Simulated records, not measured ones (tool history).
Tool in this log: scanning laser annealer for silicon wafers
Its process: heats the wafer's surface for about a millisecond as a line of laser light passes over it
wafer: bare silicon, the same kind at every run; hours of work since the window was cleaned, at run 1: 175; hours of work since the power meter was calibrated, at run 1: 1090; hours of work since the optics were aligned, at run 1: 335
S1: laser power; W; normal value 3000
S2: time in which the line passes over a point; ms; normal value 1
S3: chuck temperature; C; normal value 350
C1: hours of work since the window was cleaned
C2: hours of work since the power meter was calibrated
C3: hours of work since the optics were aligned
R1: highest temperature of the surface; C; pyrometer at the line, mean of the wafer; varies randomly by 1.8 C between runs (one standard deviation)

run,day,S1,S2,S3,C1,C2,C3,R1
1,0,3000,1,350,175,1090,335,1059
2,3.462,3000,1,350,208,1123,368,1055
3,5.529,3000,1,350,228,1143,388,1053
4,8.321,3000,1,350,255,1170,415,1055
5,11.958,3000,1,350,290,1205,449,1050
6,14.404,3000,1,350,313,1228,473,1049
7,16.212,3000,0.9,313,331,1246,490,977
8,20.071,3179,1.11,313,368,1283,527,1096
9,22.358,2717,1.1,380,390,1305,549,1015
# day 22.712: window over the wafer cleaned
10,25.725,3252,1.17,335,29,1336,581,1137
11,28.088,2691,0.92,378,52,1359,604,944

Run 12 is up next; what results do you expect?
12,30.471,2792,1,350,75,1382,626,?

R1: 964 C
If the tool had no hidden condition, the same run with the same run-to-run variation would have returned R1 1014 C.

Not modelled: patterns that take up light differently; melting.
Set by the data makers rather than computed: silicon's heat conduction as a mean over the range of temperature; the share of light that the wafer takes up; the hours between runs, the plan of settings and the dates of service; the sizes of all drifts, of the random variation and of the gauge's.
